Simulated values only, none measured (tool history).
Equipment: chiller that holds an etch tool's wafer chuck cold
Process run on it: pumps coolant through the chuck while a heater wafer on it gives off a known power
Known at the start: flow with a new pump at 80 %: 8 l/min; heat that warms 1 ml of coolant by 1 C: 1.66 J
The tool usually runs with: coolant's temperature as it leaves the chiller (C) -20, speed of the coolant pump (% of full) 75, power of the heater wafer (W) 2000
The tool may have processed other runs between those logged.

run	day	coolant's temperature as it leaves the chiller (C)	speed of the coolant pump (% of full)	power of the heater wafer (W)	chuck's temperature once it has settled (C)	how much warmer the coolant comes back (C)
1	0.000	-20	75	2000	4.1	9.60
2	2.771	-20	99	2000	-1.0	7.38
3	4.742	-20	99	2000	-0.9	7.39
4	8.521	-20	99	2000	-0.8	7.42
5	10.271	-20	99	2000	-0.9	7.41
6	13.588	-20	99	1768	-3.0	6.52
7	17.075	-20	85	1768	-0.8	7.57
8	19.654	-20	85	1768	-0.5	7.60
9	22.712	-30	75	2063	-5.0	9.97
10	24.662	-27	96	2000	-7.3	7.62
11	27.504	-27	96	2000	-7.3	7.65
12	29.312	-16	66	1754	7.7	9.53

Alternative continuations, all from the tool just after run 12; predict every row:
A	33.058	-23	81	2369	?	?
B	33.058	-20	75	1145	?	?
C	33.058	-29	97	1754	?	?
D	33.058	-14	75	1167	?	?
E	33.058	-20	75	1016	?	?

run	chuck's temperature once it has settled (C)	how much warmer the coolant comes back (C)
A	4.0	10.58
B	-6.0	5.62
C	-12.0	6.62
D	0.2	5.66
E	-7.7	4.92
The same runs, with their run-to-run variation unchanged, on a tool lacking any hidden condition would have given:
run	chuck's temperature once it has settled (C)	how much warmer the coolant comes back (C)
A	4.0	10.58
B	-6.0	5.62
C	-12.0	6.62
D	0.2	5.66
E	-7.7	4.92
